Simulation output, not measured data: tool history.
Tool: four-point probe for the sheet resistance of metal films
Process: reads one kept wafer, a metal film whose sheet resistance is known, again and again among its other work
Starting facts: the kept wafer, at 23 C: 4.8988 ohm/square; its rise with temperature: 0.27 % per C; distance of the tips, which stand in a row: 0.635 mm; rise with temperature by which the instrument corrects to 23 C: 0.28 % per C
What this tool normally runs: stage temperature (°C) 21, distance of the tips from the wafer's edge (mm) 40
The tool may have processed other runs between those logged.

| run | hour | stage temperature (°C) | distance of the tips from the wafer's edge (mm) | sheet resistance as the instrument gives it (ohm/square) |
|---|---|---|---|---|
| 1 | 0 | 21 | 40 | 4.864516 |
|  | 23.3 | new probe head fitted |
| 2 | 108.4 | 21 | 40 | 4.892129 |
| 3 | 203.7 | 21 | 7 | 4.908733 |
| 4 | 302.4 | 21 | 7 | 4.907254 |
| 5 | 383.4 | 21 | 4 | 4.950865 |
| 6 | 487.9 | 21 | 12 | 4.891098 |
|  | 499 | stage's thermometer calibrated |
| 7 | 560.3 | 21 | 12 | 4.888274 |
| 8 | 614.2 | 21 | 64 | 4.882894 |
| 9 | 689.2 | 20 | 40 | 4.880731 |
| 10 | 747.1 | 35 | 40 | 4.871373 |
| 11 | 805.6 | 21 | 4 | 4.942752 |
| 12 | 927.2 | 22 | 16 | 4.877805 |
| 13 | 982.3 | 22 | 16 | 4.875806 |
| 14 | 1050.1 | 21 | 73 | 4.873713 |
| 15 | 1142.4 | 21 | 73 | 4.870946 |
|  | 1153.7 | stage's thermometer calibrated, once more |
| 16 | 1245 | 21 | 73 | 4.865183 |
| 17 | 1342 | 20 | 73 | 4.866294 |
| 18 | 1433.6 | 21 | 32 | 4.864143 |
| 19 | 1511.8 | 21 | 32 | 4.862755 |

Consider 4 possible next runs. They are alternatives, not a sequence: every one starts from the tool as it was left by run 19. What does each give?
| A | 1566.9 | 24 | 25 | ? |
| B | 1566.9 | 19 | 53 | ? |
| C | 1566.9 | 31 | 30 | ? |
| D | 1566.9 | 35 | 4 | ? |

| run | sheet resistance as the instrument gives it (ohm/square) |
|---|---|
| A | 4.860229 |
| B | 4.861797 |
| C | 4.855743 |
| D | 4.918106 |
Take away the tool's hidden state, keep each run's random variation, and the runs would have read:
| run | sheet resistance as the instrument gives it (ohm/square) |
|---|---|
| A | 4.899869 |
| B | 4.901448 |
| C | 4.89535 |
| D | 4.958183 |
